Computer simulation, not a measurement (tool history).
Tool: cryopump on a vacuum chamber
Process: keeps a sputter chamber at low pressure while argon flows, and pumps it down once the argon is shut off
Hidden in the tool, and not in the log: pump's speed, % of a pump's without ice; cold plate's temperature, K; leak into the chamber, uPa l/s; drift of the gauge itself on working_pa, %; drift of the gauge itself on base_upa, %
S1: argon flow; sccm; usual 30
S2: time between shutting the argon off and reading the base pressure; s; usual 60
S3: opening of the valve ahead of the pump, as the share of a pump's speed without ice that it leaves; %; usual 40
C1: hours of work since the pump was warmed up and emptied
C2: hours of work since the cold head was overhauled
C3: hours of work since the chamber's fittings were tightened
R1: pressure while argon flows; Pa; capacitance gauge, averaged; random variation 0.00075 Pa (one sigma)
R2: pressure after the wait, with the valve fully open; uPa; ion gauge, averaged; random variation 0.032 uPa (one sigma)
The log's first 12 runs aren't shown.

run 13 hour=161.6 | S1=30 S2=60 S3=59 | C1=115 C2=115 C3=2316 | R1=0.0961 R2=2.83
run 14 hour=179.9 | S1=30 S2=60 S3=59 | C1=124 C2=124 C3=2325 | R1=0.0957 R2=2.95
run 15 hour=202.5 | S1=19 S2=60 S3=40 | C1=134 C2=134 C3=2336 | R1=0.0883 R2=2.89
run 16 hour=219.4 | S1=19 S2=60 S3=40 | C1=142 C2=142 C3=2344 | R1=0.0897 R2=2.92
run 17 hour=238.0 | S1=24 S2=60 S3=40 | C1=151 C2=151 C3=2352 | R1=0.1134 R2=2.90
run 18 hour=257.3 | S1=23 S2=60 S3=40 | C1=161 C2=161 C3=2362 | R1=0.1081 R2=2.92
run 19 hour=273.6 | S1=23 S2=26 S3=22 | C1=168 C2=168 C3=2369 | R1=0.1920 R2=4.66
run 20 hour=286.0 | S1=26 S2=117 S3=33 | C1=174 C2=174 C3=2375 | R1=0.1472 R2=2.24
run 21 hour=301.7 | S1=30 S2=60 S3=18 | C1=182 C2=182 C3=2383 | R1=0.3079 R2=2.82
run 22 hour=317.1 | S1=30 S2=60 S3=18 | C1=189 C2=189 C3=2390 | R1=0.3083 R2=2.98
run 23 hour=336.3 | S1=30 S2=60 S3=18 | C1=198 C2=198 C3=2399 | R1=0.3082 R2=2.89
run 24 hour=349.5 | S1=23 S2=220 S3=25 | C1=204 C2=204 C3=2405 | R1=0.1741 R2=1.95
run 25 hour=361.8 | S1=14 S2=69 S3=18 | C1=210 C2=210 C3=2411 | R1=0.1437 R2=2.74
run 26 hour=373.0 | S1=14 S2=69 S3=18 | C1=216 C2=216 C3=2417 | R1=0.1446 R2=2.81
run 27 hour=394.4 | S1=14 S2=69 S3=18 | C1=226 C2=226 C3=2427 | R1=0.1442 R2=2.83
run 28 hour=413.6 | S1=14 S2=172 S3=54 | C1=235 C2=235 C3=2436 | R1=0.0488 R2=2.12
run 29 hour=425.3 | S1=14 S2=172 S3=24 | C1=240 C2=240 C3=2441 | R1=0.1093 R2=2.07
run 30 hour=435.5 | S1=14 S2=172 S3=24 | C1=245 C2=245 C3=2446 | R1=0.1095 R2=2.06
run 31 hour=452.0 | S1=17 S2=107 S3=42 | C1=253 C2=253 C3=2454 | R1=0.0769 R2=2.38
run 32 hour=467.9 | S1=52 S2=82 S3=40 | C1=261 C2=261 C3=2462 | R1=0.2445 R2=2.57
run 33 hour=482.4 | S1=22 S2=124 S3=18 | C1=268 C2=268 C3=2469 | R1=0.2290 R2=2.28
run 34 hour=502.0 | S1=22 S2=124 S3=18 | C1=277 C2=277 C3=2478 | R1=0.2277 R2=2.32

4 ways to go on from here, each from the tool as it stands after run 34. What would each give?
run A hour=517.2 | S1=31 S2=115 S3=27 | C1=284 C2=284 C3=2485 | R1=? R2=?
run B hour=517.2 | S1=30 S2=60 S3=56 | C1=284 C2=284 C3=2485 | R1=? R2=?
run C hour=517.2 | S1=30 S2=30 S3=44 | C1=284 C2=284 C3=2485 | R1=? R2=?
run D hour=517.2 | S1=30 S2=28 S3=48 | C1=284 C2=284 C3=2485 | R1=? R2=?

run=A R1=0.2155 R2=2.36
run=B R1=0.1026 R2=2.82
run=C R1=0.1295 R2=4.39
run=D R1=0.1186 R2=4.63
Without the tool's hidden state the same runs would have given:
run=A R1=0.2115 R2=1.05
run=B R1=0.0987 R2=1.54
run=C R1=0.1256 R2=3.02
run=D R1=0.1147 R2=3.24
